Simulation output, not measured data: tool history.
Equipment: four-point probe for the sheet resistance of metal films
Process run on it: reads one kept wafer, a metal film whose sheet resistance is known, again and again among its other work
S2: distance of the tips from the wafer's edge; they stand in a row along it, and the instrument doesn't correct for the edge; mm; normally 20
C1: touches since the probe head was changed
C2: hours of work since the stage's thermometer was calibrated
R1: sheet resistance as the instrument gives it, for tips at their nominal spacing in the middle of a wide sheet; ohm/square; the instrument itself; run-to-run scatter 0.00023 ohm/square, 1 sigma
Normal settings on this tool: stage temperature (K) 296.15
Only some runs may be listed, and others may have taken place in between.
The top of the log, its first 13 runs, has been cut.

run 14 hour=581 | stage_temperature_(K)=306.15 S2=20 | C1=46841 C2=840 | R1=1.173863
run 15 hour=640.9 | stage_temperature_(K)=296.15 S2=58 | C1=48233 C2=865 | R1=1.179627
run 16 hour=673.8 | stage_temperature_(K)=296.15 S2=58 | C1=48996 C2=879 | R1=1.179122
run 17 hour=721 | stage_temperature_(K)=296.15 S2=58 | C1=50093 C2=899 | R1=1.179445
run 18 hour=779.3 | stage_temperature_(K)=296.15 S2=4 | C1=51447 C2=923 | R1=1.189522
run 19 hour=826.4 | stage_temperature_(K)=293.15 S2=3 | C1=52541 C2=943 | R1=1.198624
run 20 hour=859.4 | stage_temperature_(K)=293.15 S2=3 | C1=53306 C2=956 | R1=1.198729
run 21 hour=908.8 | stage_temperature_(K)=300.15 S2=3 | C1=54454 C2=977 | R1=1.195354
run 22 hour=976.5 | stage_temperature_(K)=300.15 S2=3 | C1=56026 C2=1005 | R1=1.195097
run 23 hour=1024.5 | stage_temperature_(K)=295.15 S2=25 | C1=57140 C2=1025 | R1=1.180653
-- hour=1029.8 stage's thermometer calibrated
run 24 hour=1088.9 | stage_temperature_(K)=293.15 S2=3 | C1=58625 C2=25 | R1=1.199811
run 25 hour=1145.6 | stage_temperature_(K)=304.15 S2=6 | C1=59942 C2=48 | R1=1.181084
run 26 hour=1194.2 | stage_temperature_(K)=296.15 S2=6 | C1=61069 C2=68 | R1=1.184863
-- hour=1218.9 stage's thermometer calibrated, once more
run 27 hour=1253.8 | stage_temperature_(K)=294.15 S2=62 | C1=62442 C2=15 | R1=1.180329
run 28 hour=1293.1 | stage_temperature_(K)=294.15 S2=62 | C1=63354 C2=31 | R1=1.18022
run 29 hour=1333.6 | stage_temperature_(K)=307.15 S2=6 | C1=64295 C2=48 | R1=1.178172
run 30 hour=1390.5 | stage_temperature_(K)=296.15 S2=8 | C1=65617 C2=72 | R1=1.181892
run 31 hour=1425.5 | stage_temperature_(K)=301.15 S2=8 | C1=66428 C2=86 | R1=1.179576
run 32 hour=1467.2 | stage_temperature_(K)=298.15 S2=29 | C1=67397 C2=103 | R1=1.178603
run 33 hour=1503.6 | stage_temperature_(K)=304.15 S2=12 | C1=68242 C2=119 | R1=1.176695
run 34 hour=1551.7 | stage_temperature_(K)=304.15 S2=3 | C1=69360 C2=139 | R1=1.192932

4 options for the next run, each taken on its own from the tool as it stands now. Forecast them:
run A hour=1602.7 | stage_temperature_(K)=300.15 S2=5 | C1=70545 C2=160 | R1=?
run B hour=1602.7 | stage_temperature_(K)=297.15 S2=7 | C1=70545 C2=160 | R1=?
run C hour=1602.7 | stage_temperature_(K)=300.15 S2=70 | C1=70545 C2=160 | R1=?
run D hour=1602.7 | stage_temperature_(K)=297.15 S2=9 | C1=70545 C2=160 | R1=?

run=A R1=1.184338
run=B R1=1.183044
run=C R1=1.17823
run=D R1=1.181866
Stripped of hidden state, with their random variation kept, the same runs would have yielded:
run=A R1=1.173985
run=B R1=1.172699
run=C R1=1.167926
run=D R1=1.171531
